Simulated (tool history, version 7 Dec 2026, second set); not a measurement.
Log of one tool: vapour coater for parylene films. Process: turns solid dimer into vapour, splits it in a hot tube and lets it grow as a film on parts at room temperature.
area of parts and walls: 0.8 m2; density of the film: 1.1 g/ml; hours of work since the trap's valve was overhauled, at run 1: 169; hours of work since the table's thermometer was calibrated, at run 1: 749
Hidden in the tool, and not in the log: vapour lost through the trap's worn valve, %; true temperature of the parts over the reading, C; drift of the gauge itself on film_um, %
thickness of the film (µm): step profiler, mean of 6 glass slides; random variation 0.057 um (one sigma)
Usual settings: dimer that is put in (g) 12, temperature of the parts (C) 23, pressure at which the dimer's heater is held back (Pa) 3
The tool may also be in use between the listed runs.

run,hour,dimer that is put in (g),temperature of the parts (C),pressure at which the dimer's heater is held back (Pa),hours of work since the trap's valve was overhauled,hours of work since the table's thermometer was calibrated,thickness of the film (µm)
1,0,12,23,3,169,749,6.21
2,19,20,23,3,185,764,10.14
3,30.8,20,23,3,194,774,10.15
4,46.3,20,23,3,207,787,10.12
5,68.5,20,23,3,225,805,10.1
6,79.7,20,25,3,235,814,9.15
7,93.1,20,25,3,246,825,9.25
8,111,20,21,3,260,840,10.49
9,132.1,12,23,3,278,857,5.9
10,143,18,23,3,287,866,8.78
11,166.5,18,23,3,306,885,8.74
# hour 171.5: trap's valve overhauled
12,186.6,12,23,3,12,899,5.7
13,205.5,12,23,3,28,914,5.61
14,218.9,12,23,3,39,925,5.57
15,230.6,12,23,3,48,935,5.57
16,245.6,12,23,3,61,947,5.55
17,269.3,12,23,3,80,966,5.46
18,281.9,12,23,3,91,977,5.49
19,304.3,14,15,7.24,109,995,7.73
# hour 310.8: trap's valve overhauled, once more
20,328.3,14,15,7.24,14,1011,9.15

The next listed run, before its measurement:
21,348.4,14,15,7.24,31,1028,?

{"run 21": {"thickness of the film (µm)": 9.16}}
Without the tool's hidden state the same run would have given thickness of the film (µm) 9.54.

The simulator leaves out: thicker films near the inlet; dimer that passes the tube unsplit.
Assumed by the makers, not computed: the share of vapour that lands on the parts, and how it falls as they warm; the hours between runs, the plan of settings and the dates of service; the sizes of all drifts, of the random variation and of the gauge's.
